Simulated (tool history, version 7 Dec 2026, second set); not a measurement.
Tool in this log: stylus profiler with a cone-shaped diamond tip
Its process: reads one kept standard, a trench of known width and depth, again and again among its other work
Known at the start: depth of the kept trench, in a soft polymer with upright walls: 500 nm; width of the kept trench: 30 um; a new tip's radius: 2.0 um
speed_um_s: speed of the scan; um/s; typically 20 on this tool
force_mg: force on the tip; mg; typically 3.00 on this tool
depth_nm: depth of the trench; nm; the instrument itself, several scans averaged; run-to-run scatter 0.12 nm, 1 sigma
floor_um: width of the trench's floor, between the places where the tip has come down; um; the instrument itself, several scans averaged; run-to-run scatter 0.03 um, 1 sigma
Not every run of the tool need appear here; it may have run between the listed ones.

{"run": 1, "hour": 0.0, "speed_um_s": 20, "force_mg": 3.0, "depth_nm": 504.11, "floor_um": 26.87}
{"run": 2, "hour": 27.6, "speed_um_s": 50, "force_mg": 3.0, "depth_nm": 503.88, "floor_um": 26.7}
{"run": 3, "hour": 56.2, "speed_um_s": 20, "force_mg": 1.64, "depth_nm": 502.7, "floor_um": 26.87}
{"run": 4, "hour": 78.1, "speed_um_s": 20, "force_mg": 1.64, "depth_nm": 502.36, "floor_um": 26.83}
{"run": 5, "hour": 104.4, "speed_um_s": 20, "force_mg": 1.64, "depth_nm": 502.49, "floor_um": 26.84}
{"run": 6, "hour": 120.8, "speed_um_s": 20, "force_mg": 4.45, "depth_nm": 505.14, "floor_um": 26.85}
{"run": 7, "hour": 142.9, "speed_um_s": 20, "force_mg": 2.77, "depth_nm": 503.78, "floor_um": 26.84}
{"run": 8, "hour": 154.8, "speed_um_s": 20, "force_mg": 2.77, "depth_nm": 503.6, "floor_um": 26.86}
{"run": 9, "hour": 181.7, "speed_um_s": 20, "force_mg": 3.0, "depth_nm": 503.75, "floor_um": 26.83}
{"run": 10, "hour": 200.1, "speed_um_s": 20, "force_mg": 3.0, "depth_nm": 503.73, "floor_um": 26.81}
{"run": 11, "hour": 213.0, "speed_um_s": 9, "force_mg": 3.0, "depth_nm": 503.83, "floor_um": 26.82}
{"run": 12, "hour": 239.9, "speed_um_s": 9, "force_mg": 3.0, "depth_nm": 503.88, "floor_um": 26.86}
{"run": 13, "hour": 264.0, "speed_um_s": 9, "force_mg": 3.0, "depth_nm": 503.71, "floor_um": 26.87}
{"run": 14, "hour": 278.6, "speed_um_s": 9, "force_mg": 3.0, "depth_nm": 503.86, "floor_um": 26.87}
{"run": 15, "hour": 308.0, "speed_um_s": 9, "force_mg": 3.0, "depth_nm": 503.61, "floor_um": 26.86}
{"run": 16, "hour": 336.8, "speed_um_s": 9, "force_mg": 3.0, "depth_nm": 503.85, "floor_um": 26.83}
{"run": 17, "hour": 352.8, "speed_um_s": 9, "force_mg": 3.0, "depth_nm": 503.86, "floor_um": 26.81}
{"run": 18, "hour": 370.3, "speed_um_s": 9, "force_mg": 3.0, "depth_nm": 503.85, "floor_um": 26.79}
{"run": 19, "hour": 389.3, "speed_um_s": 10, "force_mg": 3.0, "depth_nm": 503.82, "floor_um": 26.9}
{"run": 20, "hour": 411.8, "speed_um_s": 10, "force_mg": 1.57, "depth_nm": 502.14, "floor_um": 26.79}
{"run": 21, "hour": 427.7, "speed_um_s": 10, "force_mg": 1.57, "depth_nm": 502.19, "floor_um": 26.77}
{"run": 22, "hour": 444.1, "speed_um_s": 10, "force_mg": 1.57, "depth_nm": 502.42, "floor_um": 26.72}
{"run": 23, "hour": 469.1, "speed_um_s": 10, "force_mg": 1.57, "depth_nm": 502.33, "floor_um": 26.78}
{"run": 24, "hour": 496.7, "speed_um_s": 7, "force_mg": 2.84, "depth_nm": 503.62, "floor_um": 26.74}
{"run": 25, "hour": 511.9, "speed_um_s": 18, "force_mg": 1.78, "depth_nm": 502.62, "floor_um": 26.68}
{"run": 26, "hour": 523.9, "speed_um_s": 10, "force_mg": 1.12, "depth_nm": 501.72, "floor_um": 26.76}
{"run": 27, "hour": 550.7, "speed_um_s": 59, "force_mg": 2.51, "depth_nm": 503.29, "floor_um": 26.45}
{"run": 28, "hour": 576.6, "speed_um_s": 8, "force_mg": 2.88, "depth_nm": 503.68, "floor_um": 26.75}
{"hour": 579.2, "done": "height scale calibrated on a step standard"}
{"run": 29, "hour": 594.2, "speed_um_s": 7, "force_mg": 2.37, "depth_nm": 502.82, "floor_um": 26.74}
{"run": 30, "hour": 615.9, "speed_um_s": 20, "force_mg": 4.5, "depth_nm": 504.8, "floor_um": 26.7}
{"run": 31, "hour": 628.0, "speed_um_s": 20, "force_mg": 4.5, "depth_nm": 504.8, "floor_um": 26.71}
{"hour": 631.2, "done": "height scale calibrated on a step standard, once more"}
{"run": 32, "hour": 642.4, "speed_um_s": 77, "force_mg": 4.5, "depth_nm": 505.46, "floor_um": 26.45}
{"run": 33, "hour": 662.0, "speed_um_s": 7, "force_mg": 1.62, "depth_nm": 502.77, "floor_um": 26.74}
{"run": 34, "hour": 678.0, "speed_um_s": 9, "force_mg": 7.28, "depth_nm": 507.45, "floor_um": 26.74}
{"run": 35, "hour": 701.0, "speed_um_s": 14, "force_mg": 7.2, "depth_nm": 507.39, "floor_um": 26.73}
{"run": 36, "hour": 730.0, "speed_um_s": 9, "force_mg": 6.32, "depth_nm": 506.88, "floor_um": 26.69}
{"run": 37, "hour": 743.5, "speed_um_s": 30, "force_mg": 7.8, "depth_nm": 507.77, "floor_um": 26.59}
{"run": 38, "hour": 759.0, "speed_um_s": 6, "force_mg": 1.2, "depth_nm": 502.15, "floor_um": 26.74}
{"run": 39, "hour": 785.0, "speed_um_s": 6, "force_mg": 1.2, "depth_nm": 502.16, "floor_um": 26.68}
{"run": 40, "hour": 805.0, "speed_um_s": 7, "force_mg": 4.1, "depth_nm": 505.12, "floor_um": 26.72}
{"run": 41, "hour": 826.6, "speed_um_s": 8, "force_mg": 1.09, "depth_nm": 502.13, "floor_um": 26.64}
{"run": 42, "hour": 845.4, "speed_um_s": 59, "force_mg": 1.7, "depth_nm": 502.71, "floor_um": 26.32}
{"run": 43, "hour": 866.4, "speed_um_s": 59, "force_mg": 1.46, "depth_nm": 502.51, "floor_um": 26.24}
{"run": 44, "hour": 880.2, "speed_um_s": 7, "force_mg": 2.65, "depth_nm": 503.89, "floor_um": 26.67}
{"run": 45, "hour": 904.7, "speed_um_s": 7, "force_mg": 2.65, "depth_nm": 503.72, "floor_um": 26.66}
{"run": 46, "hour": 921.7, "speed_um_s": 19, "force_mg": 2.58, "depth_nm": 503.77, "floor_um": 26.61}

Each row is a separate what-if for the run after 46, all from the same tool condition, not one after another. Results?
{"run": "A", "hour": 943.3, "speed_um_s": 25, "force_mg": 1.26, "depth_nm": "?", "floor_um": "?"}
{"run": "B", "hour": 943.3, "speed_um_s": 53, "force_mg": 1.38, "depth_nm": "?", "floor_um": "?"}
{"run": "C", "hour": 943.3, "speed_um_s": 29, "force_mg": 1.36, "depth_nm": "?", "floor_um": "?"}

run=A depth_nm=502.20 floor_um=26.46
run=B depth_nm=502.35 floor_um=26.27
run=C depth_nm=502.26 floor_um=26.45
What these runs would have given with no unlogged condition in the tool:
run=A depth_nm=502.25 floor_um=27.12
run=B depth_nm=502.39 floor_um=26.93
run=C depth_nm=502.31 floor_um=27.11
